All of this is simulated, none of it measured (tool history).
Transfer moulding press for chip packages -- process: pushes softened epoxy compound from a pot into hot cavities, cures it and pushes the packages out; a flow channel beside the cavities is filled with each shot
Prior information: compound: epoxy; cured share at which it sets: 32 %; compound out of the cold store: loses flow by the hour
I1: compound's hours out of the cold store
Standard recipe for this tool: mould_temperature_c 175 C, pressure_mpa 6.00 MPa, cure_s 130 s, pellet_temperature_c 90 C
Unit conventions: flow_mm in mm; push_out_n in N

Run 1, hour 0.0: usual settings; I1 42.2. Result: flow_mm 934 mm, push_out_n 196 N.
At hour 8.0: cavities cleaned with cleaning compound and waxed.
At hour 38.9: plunger's sealing rings changed.
Run 2, hour 71.7: usual settings; I1 36.3. Result: flow_mm 962 mm, push_out_n 190 N.
At hour 90.7: cavities cleaned with cleaning compound and waxed.
Run 3, hour 141.8: usual settings but mould_temperature_c 172 C; I1 38.9. Result: flow_mm 969 mm, push_out_n 218 N.
At hour 170.5: cavities cleaned with cleaning compound and waxed.
Run 4, hour 183.0: usual settings; I1 19.8. Result: flow_mm 1002 mm, push_out_n 197 N.
Run 5, hour 232.2: usual settings; I1 40.1. Result: flow_mm 956 mm, push_out_n 189 N.
At hour 238.2: mould's thermocouples calibrated.
At hour 253.1: cavities cleaned with cleaning compound and waxed.
Run 6, hour 305.2: usual settings; I1 17.5. Result: flow_mm 1023 mm, push_out_n 186 N.
At hour 336.7: cavities cleaned with cleaning compound and waxed.
Run 7, hour 352.4: usual settings; I1 28.0. Result: flow_mm 979 mm, push_out_n 209 N.
Run 8, hour 411.0: usual settings; I1 19.5. Result: flow_mm 1007 mm, push_out_n 203 N.
At hour 416.3: cavities cleaned with cleaning compound and waxed.
Run 9, hour 480.5: usual settings; I1 43.1. Result: flow_mm 951 mm, push_out_n 194 N.
At hour 499.5: cavities cleaned with cleaning compound and waxed.
Run 10, hour 522.3: usual settings; I1 45.2. Result: flow_mm 947 mm, push_out_n 200 N.
At hour 569.1: plunger's sealing rings changed.
Run 11, hour 573.6: usual settings but pellet_temperature_c 92 C; I1 32.1. Result: flow_mm 979 mm, push_out_n 192 N.
At hour 581.6: cavities cleaned with cleaning compound and waxed.
Run 12, hour 636.8: usual settings but pellet_temperature_c 92 C; I1 42.0. Result: flow_mm 946 mm, push_out_n 191 N.
At hour 665.9: cavities cleaned with cleaning compound and waxed.
Run 13, hour 703.0: usual settings but pellet_temperature_c 92 C; I1 41.3. Result: flow_mm 953 mm, push_out_n 185 N.
At hour 746.9: cavities cleaned with cleaning compound and waxed.
Run 14, hour 753.6: usual settings but mould_temperature_c 174 C, pressure_mpa 4.80 MPa, cure_s 119 s, pellet_temperature_c 95 C; I1 12.6. Result: flow_mm 930 mm, push_out_n 238 N.
Run 15, hour 796.5: usual settings but mould_temperature_c 174 C, pressure_mpa 4.80 MPa, cure_s 119 s, pellet_temperature_c 95 C; I1 15.2. Result: flow_mm 924 mm, push_out_n 242 N.
At hour 829.7: cavities cleaned with cleaning compound and waxed.
Run 16, hour 869.7: usual settings but mould_temperature_c 176 C, pressure_mpa 5.39 MPa, cure_s 154 s, pellet_temperature_c 87 C; I1 22.4. Result: flow_mm 953 mm, push_out_n 168 N.
At hour 889.7: mould's thermocouples calibrated.
At hour 916.1: cavities cleaned with cleaning compound and waxed.
Run 17, hour 943.8: usual settings but mould_temperature_c 172 C, pellet_temperature_c 92 C; I1 8.2. Result: flow_mm 1067 mm, push_out_n 234 N.
Run 18, hour 975.7: usual settings but pressure_mpa 5.66 MPa, cure_s 129 s; I1 40.0. Result: flow_mm 922 mm, push_out_n 200 N.
At hour 995.6: cavities cleaned with cleaning compound and waxed.
Run 19, hour 1023.7: usual settings but pellet_temperature_c 87 C; I1 37.7. Result: flow_mm 949 mm, push_out_n 196 N.
At hour 1080.2: cavities cleaned with cleaning compound and waxed.
At hour 1100.6: plunger's sealing rings changed.
Run 20, hour 1101.8: usual settings but cure_s 148 s, pellet_temperature_c 87 C; I1 9.9. Result: flow_mm 1042 mm, push_out_n 179 N.
Run 21, hour 1134.5: usual settings but mould_temperature_c 178 C, pressure_mpa 4.67 MPa, cure_s 147 s; I1 14.9. Result: flow_mm 892 mm, push_out_n 169 N.
At hour 1163.9: cavities cleaned with cleaning compound and waxed.
Run 22, hour 1183.3: usual settings but mould_temperature_c 178 C, pressure_mpa 4.67 MPa, cure_s 147 s; I1 35.1. Result: flow_mm 832 mm, push_out_n 159 N.
At hour 1243.3: cavities cleaned with cleaning compound and waxed.
Run 23, hour 1243.3: usual settings but mould_temperature_c 178 C, pressure_mpa 5.91 MPa, cure_s 147 s, pellet_temperature_c 88 C; I1 20.9. Result: flow_mm 980 mm, push_out_n 155 N.
Run 24, hour 1304.5: usual settings but mould_temperature_c 178 C, pressure_mpa 5.91 MPa, cure_s 128 s, pellet_temperature_c 88 C; I1 15.1. Result: flow_mm 1016 mm, push_out_n 176 N.
At hour 1322.4: cavities cleaned with cleaning compound and waxed.
Run 25, hour 1348.4: usual settings but mould_temperature_c 171 C; I1 21.0. Result: flow_mm 1015 mm, push_out_n 246 N.
Run 26, hour 1395.4: usual settings but mould_temperature_c 167 C, pressure_mpa 4.61 MPa; I1 18.4. Result: flow_mm 930 mm, push_out_n 339 N.

Predict each of these 4 candidate next runs independently; none follows another, all start after run 26:
At hour 1401.9: cavities cleaned with cleaning compound and waxed.
Run A, hour 1461.5: usual settings but mould_temperature_c 167 C, pressure_mpa 6.56 MPa, cure_s 114 s, pellet_temperature_c 98 C; I1 27.9. Result: flow_mm ?, push_out_n ?.
At hour 1401.9: cavities cleaned with cleaning compound and waxed.
Run B, hour 1461.5: usual settings but mould_temperature_c 174 C, cure_s 127 s; I1 40.7. Result: flow_mm ?, push_out_n ?.
At hour 1401.9: cavities cleaned with cleaning compound and waxed.
Run C, hour 1461.5: usual settings but mould_temperature_c 173 C; I1 17.4. Result: flow_mm ?, push_out_n ?.
At hour 1401.9: cavities cleaned with cleaning compound and waxed.
Run D, hour 1461.5: usual settings but pressure_mpa 4.61 MPa, cure_s 157 s, pellet_temperature_c 95 C; I1 31.6. Result: flow_mm ?, push_out_n ?.

run  flow_mm  push_out_n
  A     1059         415
  B      968         207
  C     1031         226
  D      857         165
Without the tool's hidden state the same runs would have given:
run  flow_mm  push_out_n
  A     1061         410
  B      970         204
  C     1034         223
  D      859         163
